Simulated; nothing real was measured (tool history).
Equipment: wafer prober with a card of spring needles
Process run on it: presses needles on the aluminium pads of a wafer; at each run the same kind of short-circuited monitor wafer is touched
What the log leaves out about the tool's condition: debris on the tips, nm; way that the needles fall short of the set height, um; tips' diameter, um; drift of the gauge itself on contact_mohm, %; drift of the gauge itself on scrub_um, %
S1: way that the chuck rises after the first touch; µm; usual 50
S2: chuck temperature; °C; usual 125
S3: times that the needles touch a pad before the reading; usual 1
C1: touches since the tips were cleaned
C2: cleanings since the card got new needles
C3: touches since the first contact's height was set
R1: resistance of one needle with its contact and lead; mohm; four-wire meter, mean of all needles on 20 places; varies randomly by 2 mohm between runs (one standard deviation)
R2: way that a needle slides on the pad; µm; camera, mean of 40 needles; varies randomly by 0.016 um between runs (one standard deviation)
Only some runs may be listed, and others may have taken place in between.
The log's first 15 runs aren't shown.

| run | hour | S1 | S2 | S3 | C1 | C2 | C3 | R1 | R2 |
|---|---|---|---|---|---|---|---|---|---|
| 16 | 132.8 | 50 | 125 | 1 | 5647 | 13 | 88914 | 360 | 13.60 |
|  | 136.0 | tips cleaned on abrasive film |
| 17 | 139.1 | 50 | 125 | 1 | 732 | 14 | 90380 | 258 | 13.60 |
| 18 | 145.1 | 50 | 125 | 1 | 2144 | 14 | 91792 | 300 | 13.60 |
| 19 | 154.4 | 50 | 50 | 1 | 4329 | 14 | 93977 | 337 | 13.58 |
| 20 | 160.9 | 50 | 81 | 1 | 5870 | 14 | 95518 | 366 | 13.59 |
|  | 162.4 | tips cleaned on abrasive film |
| 21 | 171.4 | 50 | 81 | 1 | 2123 | 15 | 97981 | 293 | 13.55 |
| 22 | 181.4 | 53 | 99 | 2 | 4461 | 15 | 100319 | 280 | 14.37 |
| 23 | 187.7 | 32 | 125 | 1 | 5954 | 15 | 101812 | 549 | 8.57 |
|  | 188.7 | height of the first contact set anew |
|  | 189.7 | tips cleaned on abrasive film |
| 24 | 196.1 | 31 | 125 | 3 | 1508 | 16 | 1722 | 289 | 8.59 |
| 25 | 207.0 | 59 | 125 | 3 | 4077 | 16 | 4291 | 245 | 16.38 |
| 26 | 214.7 | 68 | 64 | 2 | 5896 | 16 | 6110 | 254 | 18.86 |
|  | 216.3 | tips cleaned on abrasive film |
| 27 | 220.5 | 54 | 36 | 1 | 991 | 17 | 7452 | 236 | 14.94 |
| 28 | 225.4 | 54 | 36 | 1 | 2151 | 17 | 8612 | 271 | 14.94 |
| 29 | 232.3 | 34 | 28 | 2 | 3782 | 17 | 10243 | 347 | 9.41 |
| 30 | 241.8 | 62 | 98 | 1 | 6011 | 17 | 12472 | 305 | 17.16 |
|  | 242.6 | tips cleaned on abrasive film |
| 31 | 248.1 | 66 | 109 | 1 | 1297 | 18 | 13932 | 247 | 18.25 |
| 32 | 255.2 | 31 | 53 | 2 | 2983 | 18 | 15618 | 374 | 8.56 |
| 33 | 266.1 | 36 | 84 | 1 | 5556 | 18 | 18191 | 475 | 9.92 |
|  | 269.0 | tips cleaned on abrasive film |
| 34 | 272.7 | 68 | 125 | 3 | 867 | 19 | 19709 | 224 | 18.79 |

Forecast each of these 3 alternatives for the next run:
| A | 277.1 | 32 | 77 | 2 | 1916 | 19 | 20758 | ? | ? |
| B | 277.1 | 35 | 112 | 1 | 1916 | 19 | 20758 | ? | ? |
| C | 277.1 | 44 | 40 | 1 | 1916 | 19 | 20758 | ? | ? |

| run | R1 | R2 |
|---|---|---|
| A | 335 | 8.80 |
| B | 373 | 9.65 |
| C | 313 | 12.15 |
Without the tool's unlogged condition, the same runs would have read:
| run | R1 | R2 |
|---|---|---|
| A | 222 | 8.87 |
| B | 225 | 9.72 |
| C | 203 | 12.22 |
